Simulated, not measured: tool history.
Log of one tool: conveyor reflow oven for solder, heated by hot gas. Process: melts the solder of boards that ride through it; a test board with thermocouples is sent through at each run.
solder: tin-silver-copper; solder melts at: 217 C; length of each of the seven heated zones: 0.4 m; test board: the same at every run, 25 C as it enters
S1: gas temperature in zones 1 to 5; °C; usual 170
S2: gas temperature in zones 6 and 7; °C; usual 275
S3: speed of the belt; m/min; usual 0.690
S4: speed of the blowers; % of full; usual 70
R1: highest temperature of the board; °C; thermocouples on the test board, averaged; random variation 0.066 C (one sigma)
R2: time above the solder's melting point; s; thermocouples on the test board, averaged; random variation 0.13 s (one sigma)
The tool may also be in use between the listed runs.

| run | day | S1 | S2 | S3 | S4 | R1 | R2 |
|---|---|---|---|---|---|---|---|
| 1 | 0.000 | 170 | 275 | 0.690 | 70 | 262.35 | 58.0 |
|  | 1.858 | flux residue cleaned out of gas plates and filters |
| 2 | 3.388 | 170 | 275 | 0.690 | 70 | 261.84 | 57.8 |
| 3 | 6.288 | 176 | 275 | 0.690 | 70 | 262.72 | 59.9 |
| 4 | 8.150 | 176 | 275 | 0.690 | 70 | 262.55 | 59.7 |
| 5 | 11.167 | 176 | 275 | 0.690 | 70 | 262.60 | 59.8 |
| 6 | 12.775 | 170 | 275 | 0.690 | 70 | 261.76 | 57.5 |
| 7 | 14.671 | 170 | 275 | 0.690 | 70 | 261.65 | 57.4 |
|  | 16.088 | flux residue cleaned out of gas plates and filters, once more |
| 8 | 18.133 | 170 | 275 | 0.690 | 70 | 264.81 | 59.6 |
|  | 19.633 | thermocouples of zones 6 and 7 changed |
| 9 | 21.450 | 183 | 275 | 0.690 | 70 | 265.16 | 63.5 |
| 10 | 23.962 | 183 | 275 | 0.690 | 70 | 265.11 | 64.1 |
| 11 | 26.550 | 170 | 275 | 0.690 | 65 | 262.62 | 58.4 |
| 12 | 29.083 | 170 | 275 | 0.665 | 70 | 264.48 | 61.8 |
| 13 | 31.542 | 177 | 275 | 0.690 | 70 | 264.39 | 61.5 |
| 14 | 33.133 | 170 | 275 | 0.784 | 70 | 259.44 | 49.6 |
| 15 | 35.429 | 178 | 275 | 0.784 | 70 | 260.81 | 52.5 |
| 16 | 36.779 | 178 | 275 | 0.784 | 70 | 260.73 | 52.6 |
| 17 | 39.375 | 163 | 285 | 0.690 | 70 | 271.90 | 61.1 |
| 18 | 41.438 | 163 | 287 | 0.690 | 57 | 271.02 | 60.8 |
|  | 42.317 | flux residue cleaned out of gas plates and filters |
| 19 | 44.429 | 163 | 287 | 0.690 | 57 | 272.72 | 61.3 |
| 20 | 46.621 | 175 | 287 | 0.690 | 88 | 279.29 | 66.9 |
| 21 | 49.325 | 175 | 287 | 0.690 | 88 | 279.12 | 67.5 |
|  | 50.233 | thermocouples of zones 6 and 7 changed |
| 22 | 51.942 | 182 | 287 | 0.749 | 82 | 275.81 | 62.9 |
| 23 | 53.542 | 182 | 287 | 0.749 | 82 | 275.90 | 62.5 |
| 24 | 55.967 | 173 | 279 | 0.620 | 82 | 271.88 | 72.2 |
| 25 | 59.158 | 157 | 268 | 0.690 | 66 | 254.58 | 51.2 |
| 26 | 60.708 | 168 | 268 | 0.762 | 77 | 255.08 | 48.8 |
| 27 | 63.004 | 177 | 281 | 0.582 | 64 | 273.28 | 78.5 |
| 28 | 66.142 | 165 | 285 | 0.626 | 60 | 273.43 | 69.4 |
| 29 | 67.817 | 155 | 268 | 0.755 | 60 | 249.66 | 41.9 |

Forecast each of these 3 alternatives for the next run:
|  | 68.658 | flux residue cleaned out of gas plates and filters |
| A | 70.217 | 155 | 284 | 0.553 | 60 | ? | ? |
|  | 68.658 | flux residue cleaned out of gas plates and filters |
| B | 70.217 | 155 | 268 | 0.566 | 60 | ? | ? |
|  | 68.658 | flux residue cleaned out of gas plates and filters |
| C | 70.217 | 155 | 268 | 0.692 | 60 | ? | ? |

| run | R1 | R2 |
|---|---|---|
| A | 276.41 | 77.9 |
| B | 260.24 | 67.9 |
| C | 254.77 | 50.9 |
Without the tool's hidden state the same runs would have given:
| run | R1 | R2 |
|---|---|---|
| A | 275.06 | 75.0 |
| B | 258.93 | 65.0 |
| C | 253.35 | 48.4 |

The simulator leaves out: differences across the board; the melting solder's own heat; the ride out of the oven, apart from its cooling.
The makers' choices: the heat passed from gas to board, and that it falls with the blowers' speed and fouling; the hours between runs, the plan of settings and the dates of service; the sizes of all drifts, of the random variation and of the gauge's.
